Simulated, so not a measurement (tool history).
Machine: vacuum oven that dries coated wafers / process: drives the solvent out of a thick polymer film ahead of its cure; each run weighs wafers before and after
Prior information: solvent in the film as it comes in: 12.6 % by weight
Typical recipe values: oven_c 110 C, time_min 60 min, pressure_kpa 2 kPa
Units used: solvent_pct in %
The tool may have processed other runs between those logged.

run,hour,oven_c,time_min,pressure_kpa,solvent_pct
1,0,110,60,2,1.33
2,64.8,110,60,2,1.31
3,156.8,110,60,2,1.32
4,221,110,60,2,1.34
5,336,110,60,2,1.33
6,441.6,110,60,2,1.35
7,558.5,110,60,2,1.34
8,615.4,110,60,2,1.36
9,715.1,110,60,2,1.34
10,773,110,60,2,1.33
11,885.8,110,60,3.2,1.94
12,948.1,104,60,2,2.21
13,996.9,110,60,1.58,1.12
14,1088.5,110,60,1.58,1.14
15,1195.2,110,60,1.58,1.12
16,1255.6,110,60,1.58,1.14
17,1325.9,110,60,1.58,1.12
18,1376.2,110,60,1.68,1.19
19,1464.6,110,60,1.68,1.17
20,1537,110,60,1.68,1.16
21,1612.7,110,60,1.68,1.16
22,1702,110,60,1.68,1.16
23,1795.7,103,60,1.68,2.24
24,1891.3,110,79,3.26,1.71
25,1997.9,110,45,2,1.74
26,2060.5,100,34,2,4.91
27,2174.9,111,60,1.6,1.05
28,2255.8,111,60,1.6,1.07
29,2315.7,96,66,6.14,6.42
30,2436.5,96,48,2.02,4.82
31,2489.2,115,100,2.02,0.85
32,2599.5,115,100,2.02,0.82
33,2653,110,60,2.79,1.71
34,2760.6,110,84,2,1.1
35,2840.2,110,84,2,1.04
36,2942.5,123,92,4.34,1.39
37,3047.3,123,92,4.34,1.39
38,3142.2,97,92,3.99,4.02
39,3230.8,97,92,3.99,4.04
40,3291,102,90,6.93,4.81
41,3342.1,101,77,7.37,5.52
42,3441.5,109,83,1.43,0.84
43,3495,109,83,1.43,0.88
44,3566.2,120,68,1.27,0.46
45,3622.4,97,73,1.51,2.9

Missing from the log above: 1 entry noted between runs. For each, name the pair of listed runs it sits between and say how the tool's hidden condition differs from the listed run just before to the listed run just after:
Runs 37 to 38: oven's thermocouples calibrated (hour 3103.1)
  true wafer temperature over the reading, C: 0.06 -> 0.01
